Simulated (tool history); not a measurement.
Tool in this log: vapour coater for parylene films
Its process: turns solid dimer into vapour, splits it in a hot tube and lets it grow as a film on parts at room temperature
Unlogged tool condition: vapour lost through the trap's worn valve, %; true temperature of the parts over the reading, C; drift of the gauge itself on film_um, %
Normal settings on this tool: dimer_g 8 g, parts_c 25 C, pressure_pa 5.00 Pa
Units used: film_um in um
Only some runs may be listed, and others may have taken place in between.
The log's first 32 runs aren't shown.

run     day  dimer_g  parts_c  pressure_pa  hours of work since the trap's valve was overhauled  hours of work since the table's thermometer was calibrated  film_um
 33  24.758        8       25         3.21                                                  428                                                         664    1.417
 34  25.454        8       25         8.16                                                  443                                                         678    1.261
 35  26.033       13       19         5.00                                                  454                                                         690    2.596
 36  26.967       13       19         5.00                                                  473                                                         709    2.595
 37  27.625        5       21         4.78                                                  487                                                         722    0.942
 38  28.604        3       35         9.32                                                  507                                                         742    0.337
 39  29.571        3       35         9.32                                                  527                                                         762    0.343
 40  30.438        3       18         9.32                                                  544                                                         779    0.588
 41  30.946        8       29         5.00                                                  555                                                         790    1.201
 42  31.629        8       29         5.00                                                  568                                                         804    1.190
     32.379  -- trap's valve overhauled
 43  32.733        8       29         5.00                                                    7                                                         823    1.197
 44  33.550        8       29         5.00                                                   24                                                         840    1.191
 45  34.062        8       30         5.00                                                   34                                                         850    1.147
 46  34.817        8       30         5.00                                                   50                                                         865    1.161

Alternative continuations, all from the tool just after run 46; predict every row:
  A  35.462        9       19         5.30                                                   63                                                         879        ?
  B  35.462       14       25         9.05                                                   63                                                         879        ?
  C  35.462       11       30         5.00                                                   63                                                         879        ?

run  film_um
  A    1.768
  B    2.193
  C    1.594
With no hidden state in the tool, these same runs would have given:
run  film_um
  A    1.769
  B    2.194
  C    1.595

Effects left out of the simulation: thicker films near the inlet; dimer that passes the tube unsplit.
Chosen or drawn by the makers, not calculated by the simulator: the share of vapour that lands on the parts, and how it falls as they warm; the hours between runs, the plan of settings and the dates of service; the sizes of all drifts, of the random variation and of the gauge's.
